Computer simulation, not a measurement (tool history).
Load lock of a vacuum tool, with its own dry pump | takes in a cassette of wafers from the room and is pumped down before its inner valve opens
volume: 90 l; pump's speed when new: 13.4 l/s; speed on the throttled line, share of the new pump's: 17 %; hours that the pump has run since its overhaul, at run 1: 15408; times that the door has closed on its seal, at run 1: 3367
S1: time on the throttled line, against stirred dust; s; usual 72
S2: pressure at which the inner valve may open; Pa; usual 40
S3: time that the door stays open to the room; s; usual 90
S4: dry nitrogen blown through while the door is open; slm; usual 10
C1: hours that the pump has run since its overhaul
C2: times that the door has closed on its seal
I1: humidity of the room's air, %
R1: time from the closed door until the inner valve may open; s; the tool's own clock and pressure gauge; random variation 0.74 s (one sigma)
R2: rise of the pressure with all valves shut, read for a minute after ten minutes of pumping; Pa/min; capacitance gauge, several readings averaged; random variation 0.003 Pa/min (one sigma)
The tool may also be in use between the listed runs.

run,hour,S1,S2,S3,S4,C1,C2,I1,R1,R2
1,0.0,72,40,90,10,15408,3367,45.0,123.5,0.038
2,62.1,72,40,90,10,15470,3546,43.2,121.5,0.036
3,157.0,72,40,90,39,15565,3820,44.9,122.7,0.027
4,237.9,72,40,90,39,15646,4055,42.9,121.9,0.026
5,287.4,72,40,90,39,15695,4197,43.0,121.9,0.029
6,332.2,72,40,90,42,15740,4327,45.9,122.5,0.029
7,404.8,72,40,90,42,15813,4537,45.6,121.7,0.026
8,452.7,42,40,90,8,15861,4676,45.1,99.1,0.051
9,515.5,46,41,131,15,15923,4857,45.7,102.7,0.045
10,609.3,46,41,131,15,16017,5128,41.0,103.6,0.046

Some steps in R1 between neighbouring runs. How much of each would the tool show without its hidden state too (settings, what came in, random variation), and how much is left for the hidden state, with any gauge scatter that isn't in both results?
The hidden state here: pump's speed, % of a new pump's; leak at the door's seal, Pa l/s; drift of the gauge itself on ready_s, %; drift of the gauge itself on rise_pa_min, %.
Run 7 -> 8: S1 72 -> 42, S4 42 -> 8. R1 -22.6 s: hidden state +1.3, all else -23.9.
